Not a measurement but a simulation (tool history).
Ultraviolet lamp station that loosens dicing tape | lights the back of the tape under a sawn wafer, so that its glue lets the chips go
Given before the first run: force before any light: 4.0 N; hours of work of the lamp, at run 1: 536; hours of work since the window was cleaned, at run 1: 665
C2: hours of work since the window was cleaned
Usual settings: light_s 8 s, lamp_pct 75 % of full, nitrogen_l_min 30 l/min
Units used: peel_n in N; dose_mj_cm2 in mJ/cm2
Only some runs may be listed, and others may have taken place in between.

run 1 hour=0 | light_s=8 lamp_pct=75 nitrogen_l_min=30 | hours_of_work_of_the_lamp=536 C2=665 | peel_n=0.468 dose_mj_cm2=203
run 2 hour=39.3 | light_s=8 lamp_pct=75 nitrogen_l_min=23 | hours_of_work_of_the_lamp=553 C2=682 | peel_n=0.594 dose_mj_cm2=208
-- hour=52.1 window cleaned of glue's vapour
run 3 hour=65.4 | light_s=8 lamp_pct=88 nitrogen_l_min=23 | hours_of_work_of_the_lamp=564 C2=6 | peel_n=0.426 dose_mj_cm2=237
run 4 hour=101.8 | light_s=8 lamp_pct=88 nitrogen_l_min=23 | hours_of_work_of_the_lamp=580 C2=22 | peel_n=0.413 dose_mj_cm2=240
run 5 hour=135.3 | light_s=8 lamp_pct=88 nitrogen_l_min=49 | hours_of_work_of_the_lamp=594 C2=36 | peel_n=0.235 dose_mj_cm2=245
run 6 hour=165 | light_s=8 lamp_pct=88 nitrogen_l_min=49 | hours_of_work_of_the_lamp=607 C2=49 | peel_n=0.23 dose_mj_cm2=242
run 7 hour=195 | light_s=8 lamp_pct=79 nitrogen_l_min=30 | hours_of_work_of_the_lamp=620 C2=62 | peel_n=0.439 dose_mj_cm2=211
run 8 hour=215.6 | light_s=8 lamp_pct=79 nitrogen_l_min=30 | hours_of_work_of_the_lamp=629 C2=71 | peel_n=0.439 dose_mj_cm2=219
run 9 hour=242.6 | light_s=8 lamp_pct=75 nitrogen_l_min=30 | hours_of_work_of_the_lamp=641 C2=83 | peel_n=0.476 dose_mj_cm2=203
run 10 hour=279.9 | light_s=8 lamp_pct=75 nitrogen_l_min=30 | hours_of_work_of_the_lamp=657 C2=99 | peel_n=0.478 dose_mj_cm2=206
run 11 hour=319.5 | light_s=8 lamp_pct=75 nitrogen_l_min=30 | hours_of_work_of_the_lamp=674 C2=116 | peel_n=0.478 dose_mj_cm2=205
run 12 hour=352.9 | light_s=8 lamp_pct=75 nitrogen_l_min=30 | hours_of_work_of_the_lamp=689 C2=131 | peel_n=0.47 dose_mj_cm2=207
run 13 hour=387.6 | light_s=8 lamp_pct=75 nitrogen_l_min=30 | hours_of_work_of_the_lamp=704 C2=146 | peel_n=0.472 dose_mj_cm2=208
run 14 hour=430.8 | light_s=8 lamp_pct=75 nitrogen_l_min=30 | hours_of_work_of_the_lamp=723 C2=164 | peel_n=0.478 dose_mj_cm2=203
run 15 hour=460.7 | light_s=8 lamp_pct=75 nitrogen_l_min=20 | hours_of_work_of_the_lamp=736 C2=177 | peel_n=0.654 dose_mj_cm2=202
run 16 hour=500.7 | light_s=8 lamp_pct=63 nitrogen_l_min=30 | hours_of_work_of_the_lamp=753 C2=195 | peel_n=0.668 dose_mj_cm2=170
run 17 hour=538.7 | light_s=6 lamp_pct=61 nitrogen_l_min=53 | hours_of_work_of_the_lamp=769 C2=211 | peel_n=0.815 dose_mj_cm2=125
run 18 hour=560.3 | light_s=9 lamp_pct=61 nitrogen_l_min=53 | hours_of_work_of_the_lamp=779 C2=221 | peel_n=0.398 dose_mj_cm2=187
run 19 hour=603.1 | light_s=9 lamp_pct=61 nitrogen_l_min=53 | hours_of_work_of_the_lamp=797 C2=239 | peel_n=0.381 dose_mj_cm2=187
run 20 hour=636.3 | light_s=9 lamp_pct=61 nitrogen_l_min=53 | hours_of_work_of_the_lamp=812 C2=254 | peel_n=0.395 dose_mj_cm2=181
-- hour=649.6 lamp changed
run 21 hour=679.6 | light_s=11 lamp_pct=69 nitrogen_l_min=17 | hours_of_work_of_the_lamp=13 C2=272 | peel_n=0.433 dose_mj_cm2=262
run 22 hour=719.1 | light_s=11 lamp_pct=69 nitrogen_l_min=17 | hours_of_work_of_the_lamp=30 C2=289 | peel_n=0.451 dose_mj_cm2=261
run 23 hour=752.8 | light_s=9 lamp_pct=96 nitrogen_l_min=30 | hours_of_work_of_the_lamp=45 C2=304 | peel_n=0.208 dose_mj_cm2=300
run 24 hour=789.7 | light_s=7 lamp_pct=95 nitrogen_l_min=25 | hours_of_work_of_the_lamp=61 C2=320 | peel_n=0.427 dose_mj_cm2=226
run 25 hour=813.4 | light_s=16 lamp_pct=64 nitrogen_l_min=20 | hours_of_work_of_the_lamp=71 C2=330 | peel_n=0.221 dose_mj_cm2=354
run 26 hour=836.4 | light_s=16 lamp_pct=64 nitrogen_l_min=21 | hours_of_work_of_the_lamp=81 C2=340 | peel_n=0.201 dose_mj_cm2=357
run 27 hour=863.4 | light_s=4 lamp_pct=64 nitrogen_l_min=21 | hours_of_work_of_the_lamp=93 C2=352 | peel_n=1.813 dose_mj_cm2=90
run 28 hour=888.6 | light_s=4 lamp_pct=61 nitrogen_l_min=29 | hours_of_work_of_the_lamp=104 C2=363 | peel_n=1.676 dose_mj_cm2=82
run 29 hour=909.4 | light_s=15 lamp_pct=78 nitrogen_l_min=32 | hours_of_work_of_the_lamp=113 C2=372 | peel_n=0.116 dose_mj_cm2=403
run 30 hour=928 | light_s=10 lamp_pct=75 nitrogen_l_min=12 | hours_of_work_of_the_lamp=121 C2=380 | peel_n=0.619 dose_mj_cm2=258
run 31 hour=948.9 | light_s=10 lamp_pct=75 nitrogen_l_min=12 | hours_of_work_of_the_lamp=130 C2=389 | peel_n=0.599 dose_mj_cm2=256
run 32 hour=980.6 | light_s=14 lamp_pct=75 nitrogen_l_min=46 | hours_of_work_of_the_lamp=144 C2=403 | peel_n=0.103 dose_mj_cm2=360

Across each entry between runs, compare the hidden state at the last listed run before it with the hidden state at the first listed run after it:
In the gap between runs 2 and 3: window cleaned of glue's vapour (hour 52.1)
  light that the window lets through, % of a clean one's: 99.9 -> 100
In the gap between runs 20 and 21: lamp changed (hour 649.6)
  lamp's light, % of a new lamp's: 99.5 -> 100
